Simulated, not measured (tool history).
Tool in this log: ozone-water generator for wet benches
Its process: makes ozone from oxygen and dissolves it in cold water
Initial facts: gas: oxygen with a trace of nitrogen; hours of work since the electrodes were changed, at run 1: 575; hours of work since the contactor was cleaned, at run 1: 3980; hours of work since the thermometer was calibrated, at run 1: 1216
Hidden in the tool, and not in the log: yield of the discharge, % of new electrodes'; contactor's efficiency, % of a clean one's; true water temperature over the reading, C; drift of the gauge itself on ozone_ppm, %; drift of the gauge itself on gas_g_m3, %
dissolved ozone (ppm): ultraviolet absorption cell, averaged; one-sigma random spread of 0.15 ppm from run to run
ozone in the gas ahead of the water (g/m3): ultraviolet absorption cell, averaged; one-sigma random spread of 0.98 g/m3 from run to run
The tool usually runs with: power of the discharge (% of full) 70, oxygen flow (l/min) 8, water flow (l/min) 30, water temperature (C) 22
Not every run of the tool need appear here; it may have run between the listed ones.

run,hour,power of the discharge (% of full),oxygen flow (l/min),water flow (l/min),water temperature (C),hours of work since the electrodes were changed,hours of work since the contactor was cleaned,hours of work since the thermometer was calibrated,dissolved ozone (ppm),ozone in the gas ahead of the water (g/m3)
1,0,70,8,30,22,575,3980,1216,18.4,164.9
2,25.9,70,8,30,22,593,3998,1235,18.2,168.4
3,41.2,70,8,30,17,604,4009,1245,19.1,167.2
4,59,70,8,30,22,617,4022,1258,18.1,166.7
5,79.9,70,8,30,22,631,4037,1273,18,168.2
6,96.2,70,8,30,22,643,4048,1284,18,165.8
7,120.2,70,8,30,18,660,4065,1301,19.3,165.1
8,153.9,70,8,30,18,684,4089,1325,18.9,166.2
9,182.1,70,8,30,18,704,4109,1345,19.5,165.9
10,212,70,8,30,18,725,4130,1366,19.2,166.5
11,243.3,45,8,30,22,747,4152,1389,13.4,122.5
12,275,45,8,30,22,770,4175,1411,13.4,123.4
13,301.6,45,8,30,22,788,4194,1430,13.8,123.1
# hour 308.2: contactor cleaned
14,321.2,45,8,30,22,799,9,1441,13.5,123.9
15,338.4,45,8,30,22,812,21,1453,12.9,121.1
16,354.9,45,14.16,30,22,823,33,1465,13.7,97.5
17,377.6,45,14.16,30,22,839,49,1481,13.8,99.9
18,402.5,70,6.57,18,22,857,67,1499,25.2,177.4
# hour 430.4: contactor cleaned, once more
19,432.1,51,8,30,22,875,1,1517,14.9,133.3
20,453.4,70,8,29,18,890,16,1532,20.5,162.8
21,482.3,70,8,29,18,911,37,1552,20.6,164.3
22,509.4,70,8,29,18,930,56,1571,20,164.5
23,525.4,70,8,30,22,941,67,1583,18.6,163.8
24,546.6,70,11.74,30,22,956,82,1598,18.8,142.9
25,573.3,70,8.34,30,22,975,101,1617,18.7,162.1
26,606.1,70,8,30,26,999,124,1640,17.1,164.9
27,630.3,70,8,30,26,1016,142,1657,17.4,164
28,652.9,70,8,30,26,1032,158,1673,17.3,164.9
29,680.5,70,8,30,26,1051,177,1693,17.2,164.5
30,713,70,11.99,30,20,1074,200,1716,20,141.4
31,740.1,70,13.29,30,20,1093,219,1735,19.5,135
32,767.7,49,8,30,22,1113,239,1754,14.6,128.6
33,794.2,51,8,30,22,1132,258,1773,14.7,133
34,811.1,70,5.88,31,22,1144,270,1785,16.8,182.9

Across each entry between runs, compare the hidden state at the last listed run before it with the hidden state at the first listed run after it:
Logged between run 13 and run 14: contactor cleaned (hour 308.2)
  contactor's efficiency, % of a clean one's: 91.7 -> 88.1
  measured value less the no-hidden-state value, dissolved ozone (ppm): -0.7 -> -0.9; ozone in the gas ahead of the water (g/m3): -1.9 -> -1.9
Logged between run 18 and run 19: contactor cleaned, once more (hour 430.4)
  contactor's efficiency, % of a clean one's: 88 -> 99.1
  measured value less the no-hidden-state value, dissolved ozone (ppm): -1.4 -> -0.4; ozone in the gas ahead of the water (g/m3): -4.3 -> -2.6

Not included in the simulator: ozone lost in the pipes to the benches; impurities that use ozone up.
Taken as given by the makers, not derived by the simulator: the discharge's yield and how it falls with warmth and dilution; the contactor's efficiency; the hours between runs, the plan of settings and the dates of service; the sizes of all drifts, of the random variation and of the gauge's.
